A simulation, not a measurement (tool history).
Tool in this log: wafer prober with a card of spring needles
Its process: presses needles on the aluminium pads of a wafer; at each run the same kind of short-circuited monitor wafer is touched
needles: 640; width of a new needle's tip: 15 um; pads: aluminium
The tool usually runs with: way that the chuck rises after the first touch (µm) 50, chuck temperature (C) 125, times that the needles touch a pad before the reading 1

run,hour,way that the chuck rises after the first touch (µm),chuck temperature (C),times that the needles touch a pad before the reading,resistance of one needle with its contact and lead (mohm),way that a needle slides on the pad (µm)
1,0.0,50,125,1,216,9.58
# hour 3.4: tips cleaned on abrasive film
# hour 11.6: tips cleaned on abrasive film
# hour 19.9: tips cleaned on abrasive film
# hour 28.2: tips cleaned on abrasive film
# hour 36.5: tips cleaned on abrasive film
2,37.6,50,125,2,214,9.77
# hour 44.2: tips cleaned on abrasive film
# hour 52.5: tips cleaned on abrasive film
# hour 59.2: tips cleaned on abrasive film
# hour 67.4: tips cleaned on abrasive film
# hour 75.7: tips cleaned on abrasive film
3,80.7,50,125,1,213,9.53
# hour 82.4: tips cleaned on abrasive film
# hour 90.7: tips cleaned on abrasive film
# hour 99.0: tips cleaned on abrasive film
# hour 105.6: tips cleaned on abrasive film
# hour 113.9: tips cleaned on abrasive film
# hour 121.5: tips cleaned on abrasive film
4,121.5,50,31,1,193,9.63
# hour 129.8: tips cleaned on abrasive film
# hour 136.4: tips cleaned on abrasive film
# hour 144.7: tips cleaned on abrasive film
# hour 153.0: tips cleaned on abrasive film
# hour 160.2: tips cleaned on abrasive film
5,160.2,50,125,2,210,9.55
# hour 168.4: tips cleaned on abrasive film
# hour 176.7: tips cleaned on abrasive film
# hour 185.0: tips cleaned on abrasive film
6,187.0,50,125,1,213,9.51
# hour 192.0: tips cleaned on abrasive film
# hour 198.7: tips cleaned on abrasive film
# hour 207.0: tips cleaned on abrasive film
# hour 213.6: tips cleaned on abrasive film
7,213.6,50,125,1,213,9.55
# hour 220.3: tips cleaned on abrasive film
# hour 228.6: tips cleaned on abrasive film
# hour 235.4: tips cleaned on abrasive film
8,235.4,50,125,1,212,9.60
# hour 242.1: tips cleaned on abrasive film
# hour 250.4: tips cleaned on abrasive film
# hour 257.0: tips cleaned on abrasive film
9,263.5,50,125,1,214,9.46
# hour 265.2: tips cleaned on abrasive film
# hour 273.5: tips cleaned on abrasive film
# hour 281.8: tips cleaned on abrasive film
# hour 290.0: tips cleaned on abrasive film
# hour 296.9: tips cleaned on abrasive film
10,296.9,50,125,1,210,9.57
# hour 305.1: tips cleaned on abrasive film
# hour 313.4: tips cleaned on abrasive film
# hour 321.7: tips cleaned on abrasive film
11,322.7,50,125,1,215,9.51
# hour 329.4: tips cleaned on abrasive film
# hour 337.6: tips cleaned on abrasive film
# hour 345.9: tips cleaned on abrasive film
# hour 354.2: tips cleaned on abrasive film
12,354.5,50,125,1,215,9.59
# hour 361.2: tips cleaned on abrasive film
# hour 369.5: tips cleaned on abrasive film
# hour 376.1: tips cleaned on abrasive film
# hour 384.2: tips cleaned on abrasive film
13,384.2,50,125,1,212,9.44
# hour 392.5: tips cleaned on abrasive film
# hour 400.8: tips cleaned on abrasive film
# hour 407.4: tips cleaned on abrasive film
# hour 409.3: height of the first contact set anew
# hour 416.0: tips cleaned on abrasive film
# hour 422.6: tips cleaned on abrasive film
14,424.7,50,125,1,217,9.52
# hour 429.7: tips cleaned on abrasive film
# hour 437.9: tips cleaned on abrasive film
15,443.6,50,125,1,217,9.36
# hour 445.3: tips cleaned on abrasive film
# hour 453.6: tips cleaned on abrasive film
# hour 461.9: tips cleaned on abrasive film
# hour 470.1: tips cleaned on abrasive film
# hour 476.8: tips cleaned on abrasive film
16,480.7,50,125,1,215,9.56
# hour 484.1: tips cleaned on abrasive film
# hour 490.7: tips cleaned on abrasive film
# hour 499.0: tips cleaned on abrasive film
# hour 507.3: tips cleaned on abrasive film
17,508.9,50,125,1,214,9.35
# hour 514.0: tips cleaned on abrasive film
# hour 522.2: tips cleaned on abrasive film
# hour 530.5: tips cleaned on abrasive film
18,537.0,56,125,2,214,10.58
# hour 538.7: tips cleaned on abrasive film
# hour 545.4: tips cleaned on abrasive film
# hour 553.6: tips cleaned on abrasive film
19,559.8,40,125,1,217,7.59
# hour 561.6: tips cleaned on abrasive film
# hour 569.8: tips cleaned on abrasive film
# hour 576.5: tips cleaned on abrasive film
# hour 584.8: tips cleaned on abrasive film
# hour 593.0: tips cleaned on abrasive film
# hour 599.9: tips cleaned on abrasive film
20,599.9,40,125,1,217,7.53
# hour 608.2: tips cleaned on abrasive film
# hour 614.8: tips cleaned on abrasive film
# hour 623.1: tips cleaned on abrasive film
# hour 631.4: tips cleaned on abrasive film
21,637.8,49,125,1,213,9.24
# hour 639.5: tips cleaned on abrasive film
# hour 647.8: tips cleaned on abrasive film
# hour 654.4: tips cleaned on abrasive film
# hour 662.7: tips cleaned on abrasive film
# hour 671.0: tips cleaned on abrasive film
# hour 678.1: tips cleaned on abrasive film
22,678.1,49,125,1,215,9.26
# hour 684.7: tips cleaned on abrasive film
# hour 693.0: tips cleaned on abrasive film
# hour 701.3: tips cleaned on abrasive film
# hour 707.9: tips cleaned on abrasive film
23,712.6,50,63,1,198,9.44
# hour 716.0: tips cleaned on abrasive film
# hour 724.2: tips cleaned on abrasive film
# hour 732.5: tips cleaned on abrasive film
# hour 739.2: tips cleaned on abrasive film
# hour 747.4: tips cleaned on abrasive film
24,753.5,32,93,3,213,5.97
# hour 755.2: tips cleaned on abrasive film
# hour 763.5: tips cleaned on abrasive film
# hour 771.8: tips cleaned on abrasive film
25,773.9,53,111,3,206,9.93

Branching from run 25: 5 alternative next runs. What would each branch give?
# hour 778.9: tips cleaned on abrasive film
# hour 782.2: gauge calibrated
# hour 787.2: tips cleaned on abrasive film
# hour 795.5: tips cleaned on abrasive film
A,798.4,50,31,1,?,?
# hour 778.9: tips cleaned on abrasive film
# hour 782.2: gauge calibrated
# hour 787.2: tips cleaned on abrasive film
# hour 795.5: tips cleaned on abrasive film
B,798.4,65,73,2,?,?
# hour 778.9: tips cleaned on abrasive film
# hour 782.2: gauge calibrated
# hour 787.2: tips cleaned on abrasive film
# hour 795.5: tips cleaned on abrasive film
C,798.4,50,111,1,?,?
# hour 778.9: tips cleaned on abrasive film
# hour 782.2: gauge calibrated
# hour 787.2: tips cleaned on abrasive film
# hour 795.5: tips cleaned on abrasive film
D,798.4,30,111,2,?,?
# hour 778.9: tips cleaned on abrasive film
# hour 782.2: gauge calibrated
# hour 787.2: tips cleaned on abrasive film
# hour 795.5: tips cleaned on abrasive film
E,798.4,32,80,1,?,?

run,resistance of one needle with its contact and lead (mohm),way that a needle slides on the pad (µm)
A,193,9.62
B,198,12.44
C,211,9.61
D,218,5.71
E,212,6.19
Had the tool no hidden state, the same runs would have come out as:
run,resistance of one needle with its contact and lead (mohm),way that a needle slides on the pad (µm)
A,193,9.64
B,198,12.46
C,211,9.63
D,218,5.72
E,211,6.20
